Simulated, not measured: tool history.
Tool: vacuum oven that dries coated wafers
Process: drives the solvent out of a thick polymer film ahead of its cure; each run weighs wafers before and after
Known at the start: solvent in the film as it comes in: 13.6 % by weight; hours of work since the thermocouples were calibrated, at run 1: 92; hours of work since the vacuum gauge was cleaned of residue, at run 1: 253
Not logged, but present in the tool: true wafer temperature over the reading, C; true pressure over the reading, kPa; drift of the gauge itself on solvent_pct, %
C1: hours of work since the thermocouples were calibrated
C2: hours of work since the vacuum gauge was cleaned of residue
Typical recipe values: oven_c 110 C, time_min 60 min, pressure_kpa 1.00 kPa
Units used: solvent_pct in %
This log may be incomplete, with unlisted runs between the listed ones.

run 1 hour=0.0 | oven_c=110 time_min=60 pressure_kpa=1.00 | C1=92 C2=253 | solvent_pct=4.02
run 2 hour=21.8 | oven_c=110 time_min=60 pressure_kpa=1.00 | C1=109 C2=270 | solvent_pct=3.93
run 3 hour=43.8 | oven_c=110 time_min=60 pressure_kpa=1.00 | C1=126 C2=288 | solvent_pct=4.01
run 4 hour=63.7 | oven_c=110 time_min=60 pressure_kpa=1.00 | C1=142 C2=303 | solvent_pct=4.00
run 5 hour=84.0 | oven_c=110 time_min=59 pressure_kpa=1.00 | C1=158 C2=319 | solvent_pct=4.04
run 6 hour=96.6 | oven_c=110 time_min=59 pressure_kpa=1.00 | C1=168 C2=329 | solvent_pct=4.06
run 7 hour=114.8 | oven_c=110 time_min=59 pressure_kpa=1.00 | C1=182 C2=344 | solvent_pct=4.03
run 8 hour=127.3 | oven_c=110 time_min=59 pressure_kpa=1.00 | C1=192 C2=354 | solvent_pct=4.08
run 9 hour=148.9 | oven_c=110 time_min=60 pressure_kpa=0.96 | C1=209 C2=371 | solvent_pct=3.95
run 10 hour=168.7 | oven_c=110 time_min=60 pressure_kpa=1.00 | C1=225 C2=386 | solvent_pct=4.11
run 11 hour=188.9 | oven_c=110 time_min=60 pressure_kpa=1.00 | C1=241 C2=402 | solvent_pct=4.14
run 12 hour=204.7 | oven_c=110 time_min=60 pressure_kpa=0.87 | C1=253 C2=415 | solvent_pct=3.91
run 13 hour=218.7 | oven_c=110 time_min=60 pressure_kpa=1.00 | C1=264 C2=426 | solvent_pct=4.11
run 14 hour=240.2 | oven_c=110 time_min=60 pressure_kpa=1.00 | C1=281 C2=443 | solvent_pct=4.05
run 15 hour=250.9 | oven_c=113 time_min=60 pressure_kpa=1.00 | C1=290 C2=451 | solvent_pct=3.55
run 16 hour=271.2 | oven_c=110 time_min=60 pressure_kpa=1.00 | C1=306 C2=467 | solvent_pct=4.08
run 17 hour=285.2 | oven_c=110 time_min=60 pressure_kpa=0.52 | C1=317 C2=478 | solvent_pct=3.31
run 18 hour=306.3 | oven_c=110 time_min=60 pressure_kpa=0.52 | C1=333 C2=495 | solvent_pct=3.36
run 19 hour=324.3 | oven_c=110 time_min=60 pressure_kpa=0.52 | C1=348 C2=509 | solvent_pct=3.28
run 20 hour=341.3 | oven_c=110 time_min=60 pressure_kpa=0.52 | C1=361 C2=522 | solvent_pct=3.23
run 21 hour=351.3 | oven_c=110 time_min=60 pressure_kpa=0.52 | C1=369 C2=530 | solvent_pct=3.27
run 22 hour=373.6 | oven_c=110 time_min=60 pressure_kpa=0.52 | C1=386 C2=548 | solvent_pct=3.36
run 23 hour=394.4 | oven_c=110 time_min=60 pressure_kpa=1.00 | C1=403 C2=564 | solvent_pct=4.20
run 24 hour=405.8 | oven_c=102 time_min=60 pressure_kpa=1.00 | C1=412 C2=573 | solvent_pct=6.02
-- hour=409.0 vacuum gauge cleaned of residue and calibrated
run 25 hour=416.9 | oven_c=120 time_min=60 pressure_kpa=2.53 | C1=419 C2=6 | solvent_pct=4.66
run 26 hour=428.5 | oven_c=120 time_min=60 pressure_kpa=2.53 | C1=429 C2=15 | solvent_pct=4.68
run 27 hour=440.7 | oven_c=110 time_min=60 pressure_kpa=0.84 | C1=438 C2=25 | solvent_pct=3.98
run 28 hour=458.2 | oven_c=97 time_min=44 pressure_kpa=2.48 | C1=452 C2=39 | solvent_pct=10.93
run 29 hour=480.6 | oven_c=110 time_min=56 pressure_kpa=2.41 | C1=470 C2=57 | solvent_pct=6.80
run 30 hour=490.5 | oven_c=110 time_min=56 pressure_kpa=2.41 | C1=477 C2=64 | solvent_pct=7.01
run 31 hour=499.6 | oven_c=99 time_min=60 pressure_kpa=1.04 | C1=485 C2=71 | solvent_pct=6.88
run 32 hour=518.0 | oven_c=99 time_min=43 pressure_kpa=0.52 | C1=499 C2=86 | solvent_pct=6.99
-- hour=532.3 vacuum gauge cleaned of residue and calibrated, once more
run 33 hour=535.8 | oven_c=116 time_min=34 pressure_kpa=0.92 | C1=512 C2=3 | solvent_pct=4.61
run 34 hour=545.0 | oven_c=116 time_min=34 pressure_kpa=3.75 | C1=519 C2=10 | solvent_pct=8.29
run 35 hour=563.0 | oven_c=115 time_min=58 pressure_kpa=0.74 | C1=533 C2=24 | solvent_pct=2.79
run 36 hour=579.4 | oven_c=105 time_min=73 pressure_kpa=2.62 | C1=546 C2=37 | solvent_pct=7.98
run 37 hour=601.1 | oven_c=96 time_min=57 pressure_kpa=1.00 | C1=564 C2=54 | solvent_pct=7.45
run 38 hour=623.4 | oven_c=96 time_min=57 pressure_kpa=1.00 | C1=581 C2=72 | solvent_pct=7.51
run 39 hour=635.0 | oven_c=114 time_min=70 pressure_kpa=0.97 | C1=590 C2=81 | solvent_pct=2.96
run 40 hour=647.2 | oven_c=114 time_min=70 pressure_kpa=0.97 | C1=600 C2=91 | solvent_pct=2.91
run 41 hour=668.4 | oven_c=106 time_min=60 pressure_kpa=1.00 | C1=617 C2=107 | solvent_pct=5.13
run 42 hour=677.8 | oven_c=123 time_min=60 pressure_kpa=2.10 | C1=624 C2=115 | solvent_pct=3.52
run 43 hour=699.6 | oven_c=123 time_min=60 pressure_kpa=2.10 | C1=641 C2=132 | solvent_pct=3.44
run 44 hour=710.3 | oven_c=97 time_min=40 pressure_kpa=0.77 | C1=650 C2=140 | solvent_pct=7.84
run 45 hour=723.8 | oven_c=97 time_min=40 pressure_kpa=0.77 | C1=660 C2=151 | solvent_pct=7.92
run 46 hour=738.0 | oven_c=97 time_min=40 pressure_kpa=0.77 | C1=671 C2=162 | solvent_pct=7.87
-- hour=758.5 oven's thermocouples calibrated
run 47 hour=759.1 | oven_c=97 time_min=40 pressure_kpa=0.77 | C1=1 C2=177 | solvent_pct=7.63

Hidden condition of the tool, last listed run before each entry between runs versus first listed run after:
In the gap between runs 24 and 25: vacuum gauge cleaned of residue and calibrated (hour 409.0)
  true wafer temperature over the reading, C: -1.25 -> -1.27; true pressure over the reading, kPa: 0.093 -> 0.154
  measured value less the no-hidden-state value, solvent_pct: +0.47 -> +0.45 %
In the gap between runs 32 and 33: vacuum gauge cleaned of residue and calibrated, once more (hour 532.3)
  true wafer temperature over the reading, C: -1.45 -> -1.48; true pressure over the reading, kPa: 0.17 -> -0.001
  measured value less the no-hidden-state value, solvent_pct: +0.59 -> +0.29 %
In the gap between runs 46 and 47: oven's thermocouples calibrated (hour 758.5)
  true wafer temperature over the reading, C: -1.84 -> -0.38; true pressure over the reading, kPa: 0.031 -> 0.034
  measured value less the no-hidden-state value, solvent_pct: +0.42 -> +0.14 %

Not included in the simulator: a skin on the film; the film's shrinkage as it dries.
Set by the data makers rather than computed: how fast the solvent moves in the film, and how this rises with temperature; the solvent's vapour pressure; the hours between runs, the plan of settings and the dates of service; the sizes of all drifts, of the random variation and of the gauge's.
